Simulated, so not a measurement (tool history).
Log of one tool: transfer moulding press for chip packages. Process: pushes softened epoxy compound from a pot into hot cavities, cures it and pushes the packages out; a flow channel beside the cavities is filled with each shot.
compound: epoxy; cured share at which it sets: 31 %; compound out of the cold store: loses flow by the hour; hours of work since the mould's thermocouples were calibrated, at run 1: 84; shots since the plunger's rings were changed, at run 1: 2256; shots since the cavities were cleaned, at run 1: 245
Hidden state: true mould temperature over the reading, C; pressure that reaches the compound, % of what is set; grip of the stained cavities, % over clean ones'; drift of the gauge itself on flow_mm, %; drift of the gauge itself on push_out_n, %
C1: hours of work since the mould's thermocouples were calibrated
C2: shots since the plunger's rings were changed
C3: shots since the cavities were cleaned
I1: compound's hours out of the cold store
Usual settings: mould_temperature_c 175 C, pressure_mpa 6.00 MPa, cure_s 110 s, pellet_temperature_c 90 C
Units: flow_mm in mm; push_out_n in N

run 1 day=0.000 | mould_temperature_c=175 pressure_mpa=6.00 cure_s=110 pellet_temperature_c=90 | C1=84 C2=2256 C3=245 | I1=36.2 | flow_mm=778 push_out_n=559
-- day=1.900 cavities cleaned with cleaning compound and waxed
run 2 day=2.371 | mould_temperature_c=175 pressure_mpa=6.00 cure_s=110 pellet_temperature_c=90 | C1=123 C2=2891 C3=130 | I1=12.7 | flow_mm=870 push_out_n=576
run 3 day=3.404 | mould_temperature_c=175 pressure_mpa=6.00 cure_s=110 pellet_temperature_c=90 | C1=141 C2=3175 C3=414 | I1=16.4 | flow_mm=855 push_out_n=598
-- day=4.492 plunger's sealing rings changed
-- day=4.738 cavities cleaned with cleaning compound and waxed
run 4 day=5.888 | mould_temperature_c=175 pressure_mpa=6.00 cure_s=110 pellet_temperature_c=90 | C1=181 C2=367 C3=316 | I1=19.0 | flow_mm=840 push_out_n=569
-- day=7.638 cavities cleaned with cleaning compound and waxed
run 5 day=8.279 | mould_temperature_c=175 pressure_mpa=6.00 cure_s=110 pellet_temperature_c=90 | C1=221 C2=1008 C3=176 | I1=47.7 | flow_mm=733 push_out_n=548
run 6 day=10.096 | mould_temperature_c=175 pressure_mpa=6.00 cure_s=110 pellet_temperature_c=90 | C1=252 C2=1508 C3=676 | I1=27.4 | flow_mm=809 push_out_n=564
-- day=10.525 cavities cleaned with cleaning compound and waxed
run 7 day=12.204 | mould_temperature_c=175 pressure_mpa=6.00 cure_s=110 pellet_temperature_c=90 | C1=287 C2=2071 C3=462 | I1=22.9 | flow_mm=834 push_out_n=568
-- day=13.250 cavities cleaned with cleaning compound and waxed
run 8 day=13.379 | mould_temperature_c=175 pressure_mpa=6.00 cure_s=94 pellet_temperature_c=90 | C1=306 C2=2378 C3=36 | I1=38.0 | flow_mm=762 push_out_n=722
run 9 day=14.921 | mould_temperature_c=175 pressure_mpa=6.00 cure_s=110 pellet_temperature_c=90 | C1=333 C2=2802 C3=460 | I1=34.2 | flow_mm=782 push_out_n=531
-- day=15.975 cavities cleaned with cleaning compound and waxed
run 10 day=16.046 | mould_temperature_c=175 pressure_mpa=6.00 cure_s=110 pellet_temperature_c=90 | C1=351 C2=3095 C3=20 | I1=27.9 | flow_mm=810 push_out_n=567
-- day=17.408 plunger's sealing rings changed
run 11 day=17.550 | mould_temperature_c=175 pressure_mpa=6.00 cure_s=110 pellet_temperature_c=90 | C1=375 C2=39 C3=405 | I1=10.6 | flow_mm=881 push_out_n=578
-- day=18.871 cavities cleaned with cleaning compound and waxed
run 12 day=19.267 | mould_temperature_c=175 pressure_mpa=7.48 cure_s=110 pellet_temperature_c=90 | C1=403 C2=494 C3=109 | I1=33.1 | flow_mm=881 push_out_n=528
run 13 day=21.042 | mould_temperature_c=175 pressure_mpa=7.48 cure_s=110 pellet_temperature_c=90 | C1=434 C2=983 C3=598 | I1=40.3 | flow_mm=840 push_out_n=548
-- day=21.729 cavities cleaned with cleaning compound and waxed
run 14 day=23.267 | mould_temperature_c=175 pressure_mpa=7.48 cure_s=110 pellet_temperature_c=90 | C1=471 C2=1578 C3=423 | I1=38.7 | flow_mm=846 push_out_n=564
-- day=24.538 cavities cleaned with cleaning compound and waxed
run 15 day=25.308 | mould_temperature_c=170 pressure_mpa=6.80 cure_s=125 pellet_temperature_c=80 | C1=505 C2=2123 C3=212 | I1=22.1 | flow_mm=904 push_out_n=619
run 16 day=27.008 | mould_temperature_c=170 pressure_mpa=6.80 cure_s=125 pellet_temperature_c=80 | C1=534 C2=2591 C3=680 | I1=9.4 | flow_mm=968 push_out_n=638
-- day=27.350 cavities cleaned with cleaning compound and waxed
run 17 day=28.642 | mould_temperature_c=175 pressure_mpa=6.94 cure_s=105 pellet_temperature_c=92 | C1=561 C2=3023 C3=355 | I1=46.3 | flow_mm=793 push_out_n=563
-- day=30.229 plunger's sealing rings changed
-- day=30.292 cavities cleaned with cleaning compound and waxed
run 18 day=30.633 | mould_temperature_c=169 pressure_mpa=5.22 cure_s=110 pellet_temperature_c=90 | C1=592 C2=93 C3=93 | I1=10.6 | flow_mm=845 push_out_n=888
-- day=33.033 cavities cleaned with cleaning compound and waxed
run 19 day=33.104 | mould_temperature_c=169 pressure_mpa=5.22 cure_s=110 pellet_temperature_c=90 | C1=633 C2=756 C3=19 | I1=47.2 | flow_mm=705 push_out_n=773
run 20 day=35.100 | mould_temperature_c=178 pressure_mpa=6.00 cure_s=134 pellet_temperature_c=91 | C1=668 C2=1306 C3=569 | I1=21.6 | flow_mm=821 push_out_n=455
-- day=35.788 cavities cleaned with cleaning compound and waxed
run 21 day=36.788 | mould_temperature_c=175 pressure_mpa=7.07 cure_s=112 pellet_temperature_c=91 | C1=696 C2=1753 C3=275 | I1=36.4 | flow_mm=836 push_out_n=533
-- day=38.533 cavities cleaned with cleaning compound and waxed
run 22 day=39.292 | mould_temperature_c=175 pressure_mpa=7.07 cure_s=112 pellet_temperature_c=91 | C1=738 C2=2425 C3=209 | I1=16.7 | flow_mm=923 push_out_n=548
run 23 day=41.179 | mould_temperature_c=175 pressure_mpa=7.23 cure_s=109 pellet_temperature_c=90 | C1=770 C2=2945 C3=729 | I1=27.4 | flow_mm=889 push_out_n=577
-- day=41.446 cavities cleaned with cleaning compound and waxed
-- day=42.533 mould's thermocouples calibrated
-- day=43.146 plunger's sealing rings changed
run 24 day=43.812 | mould_temperature_c=176 pressure_mpa=5.02 cure_s=116 pellet_temperature_c=95 | C1=20 C2=183 C3=600 | I1=11.5 | flow_mm=800 push_out_n=512
-- day=44.488 cavities cleaned with cleaning compound and waxed
run 25 day=45.733 | mould_temperature_c=176 pressure_mpa=5.02 cure_s=116 pellet_temperature_c=95 | C1=52 C2=694 C3=342 | I1=33.5 | flow_mm=712 push_out_n=489
-- day=47.288 cavities cleaned with cleaning compound and waxed
run 26 day=47.325 | mould_temperature_c=181 pressure_mpa=6.00 cure_s=111 pellet_temperature_c=90 | C1=78 C2=1116 C3=11 | I1=29.3 | flow_mm=777 push_out_n=448
run 27 day=49.325 | mould_temperature_c=175 pressure_mpa=5.56 cure_s=110 pellet_temperature_c=98 | C1=113 C2=1665 C3=560 | I1=20.4 | flow_mm=808 push_out_n=588

Forecast each of these 3 alternatives for the next run:
-- day=50.017 cavities cleaned with cleaning compound and waxed
run A day=51.375 | mould_temperature_c=181 pressure_mpa=6.00 cure_s=110 pellet_temperature_c=83 | C1=147 C2=2213 C3=374 | I1=42.8 | flow_mm=? push_out_n=?
-- day=50.017 cavities cleaned with cleaning compound and waxed
run B day=51.375 | mould_temperature_c=175 pressure_mpa=6.74 cure_s=149 pellet_temperature_c=90 | C1=147 C2=2213 C3=374 | I1=40.8 | flow_mm=? push_out_n=?
-- day=50.017 cavities cleaned with cleaning compound and waxed
run C day=51.375 | mould_temperature_c=175 pressure_mpa=6.38 cure_s=113 pellet_temperature_c=90 | C1=147 C2=2213 C3=374 | I1=42.9 | flow_mm=? push_out_n=?

run=A flow_mm=728 push_out_n=458
run=B flow_mm=798 push_out_n=449
run=C flow_mm=771 push_out_n=528
Without the tool's hidden state the same runs would have given:
run=A flow_mm=728 push_out_n=457
run=B flow_mm=798 push_out_n=447
run=C flow_mm=771 push_out_n=526
